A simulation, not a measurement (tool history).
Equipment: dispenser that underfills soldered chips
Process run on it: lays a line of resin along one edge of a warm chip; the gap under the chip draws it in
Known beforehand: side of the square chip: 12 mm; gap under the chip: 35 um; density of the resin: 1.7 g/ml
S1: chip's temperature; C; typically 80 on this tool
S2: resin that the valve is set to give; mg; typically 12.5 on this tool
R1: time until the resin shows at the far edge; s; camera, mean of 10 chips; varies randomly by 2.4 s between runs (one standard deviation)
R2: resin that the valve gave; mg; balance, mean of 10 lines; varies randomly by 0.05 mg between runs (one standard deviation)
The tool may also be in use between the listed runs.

{"run": 1, "hour": 0.0, "S1": 80, "S2": 12.5, "R1": 569.2, "R2": 11.59}
{"hour": 1.9, "done": "new syringe of resin"}
{"run": 2, "hour": 8.2, "S1": 80, "S2": 11.9, "R1": 335.8, "R2": 11.01}
{"hour": 19.7, "done": "new syringe of resin"}
{"run": 3, "hour": 19.9, "S1": 80, "S2": 11.9, "R1": 243.1, "R2": 10.91}
{"hour": 25.9, "done": "dispensing valve cleaned and set on the balance"}
{"run": 4, "hour": 26.5, "S1": 80, "S2": 11.9, "R1": 326.2, "R2": 11.85}
{"run": 5, "hour": 36.6, "S1": 76, "S2": 11.9, "R1": 647.6, "R2": 11.72}
{"hour": 37.9, "done": "new syringe of resin"}
{"run": 6, "hour": 42.5, "S1": 79, "S2": 12.5, "R1": 304.1, "R2": 12.42}
{"run": 7, "hour": 51.1, "S1": 79, "S2": 12.5, "R1": 498.7, "R2": 12.3}
{"hour": 55.2, "done": "new syringe of resin"}
{"run": 8, "hour": 62.1, "S1": 79, "S2": 12.5, "R1": 354.4, "R2": 12.28}
{"run": 9, "hour": 70.1, "S1": 79, "S2": 12.5, "R1": 558.6, "R2": 12.24}
{"hour": 72.9, "done": "new syringe of resin"}
{"run": 10, "hour": 81.8, "S1": 79, "S2": 12.5, "R1": 388, "R2": 12.17}
{"run": 11, "hour": 87.5, "S1": 79, "S2": 12.5, "R1": 542.5, "R2": 12.05}
{"hour": 90.0, "done": "new syringe of resin"}
{"run": 12, "hour": 96.5, "S1": 92, "S2": 12.5, "R1": 235.6, "R2": 12.02}
{"run": 13, "hour": 106.0, "S1": 92, "S2": 12.5, "R1": 404.5, "R2": 11.94}
{"hour": 107.8, "done": "new syringe of resin"}
{"run": 14, "hour": 116.9, "S1": 92, "S2": 12.5, "R1": 273.8, "R2": 11.88}
{"run": 15, "hour": 124.0, "S1": 65, "S2": 15.3, "R1": 870.5, "R2": 14.57}
{"hour": 125.4, "done": "new syringe of resin"}
{"run": 16, "hour": 134.1, "S1": 65, "S2": 15.3, "R1": 582.4, "R2": 14.47}
{"run": 17, "hour": 140.8, "S1": 65, "S2": 15.3, "R1": 834.1, "R2": 14.41}
{"hour": 143.1, "done": "new syringe of resin"}
{"run": 18, "hour": 153.5, "S1": 80, "S2": 14, "R1": 402.5, "R2": 13.01}
{"hour": 160.2, "done": "new syringe of resin"}
{"run": 19, "hour": 164.4, "S1": 95, "S2": 13.6, "R1": 193.3, "R2": 12.53}
{"run": 20, "hour": 171.4, "S1": 77, "S2": 12.2, "R1": 477.7, "R2": 11.33}
{"hour": 177.3, "done": "new syringe of resin"}
{"run": 21, "hour": 178.9, "S1": 77, "S2": 12.2, "R1": 280.6, "R2": 11.31}
{"hour": 186.2, "done": "dispensing valve cleaned and set on the balance"}
{"run": 22, "hour": 186.2, "S1": 77, "S2": 12.2, "R1": 382.6, "R2": 12.18}
{"run": 23, "hour": 194.1, "S1": 78, "S2": 13.3, "R1": 586.2, "R2": 13.24}
{"hour": 195.6, "done": "new syringe of resin"}
{"run": 24, "hour": 199.5, "S1": 78, "S2": 13.3, "R1": 293.7, "R2": 13.2}
{"run": 25, "hour": 210.8, "S1": 72, "S2": 12.5, "R1": 677.9, "R2": 12.34}

Difference, measured minus no-hidden-state, one row per run. Run-to-run variation is common to both terms; the gauge's own scatter need not be:
Unlogged tool condition in this case: resin's viscosity, % of fresh resin's; dose that the valve gives, % of what is set; true chip temperature over the reading, C; drift of the gauge itself on fill_s, %; drift of the gauge itself on given_mg, %.
run=1 R1=+333.2 R2=-0.87
run=2 R1=+97.5 R2=-0.89
run=3 R1=+5.8 R2=-0.96
run=4 R1=+87 R2=-0.01
run=5 R1=+378.4 R2=-0.08
run=6 R1=+63 R2=-0.11
run=7 R1=+254.4 R2=-0.17
run=8 R1=+112.8 R2=-0.24
run=9 R1=+314.6 R2=-0.3
run=10 R1=+148 R2=-0.37
run=11 R1=+298.2 R2=-0.41
run=12 R1=+68.5 R2=-0.47
run=13 R1=+235.8 R2=-0.53
run=14 R1=+107.3 R2=-0.6
run=15 R1=+509.9 R2=-0.8
run=16 R1=+214.7 R2=-0.87
run=17 R1=+472.1 R2=-0.93
run=18 R1=+171.4 R2=-0.94
run=19 R1=+39.2 R2=-0.98
run=20 R1=+221.4 R2=-0.93
run=21 R1=+20.1 R2=-0.98
run=22 R1=+127.4 R2=+0
run=23 R1=+334.6 R2=-0.05
run=24 R1=+50 R2=-0.09
run=25 R1=+378.8 R2=-0.16

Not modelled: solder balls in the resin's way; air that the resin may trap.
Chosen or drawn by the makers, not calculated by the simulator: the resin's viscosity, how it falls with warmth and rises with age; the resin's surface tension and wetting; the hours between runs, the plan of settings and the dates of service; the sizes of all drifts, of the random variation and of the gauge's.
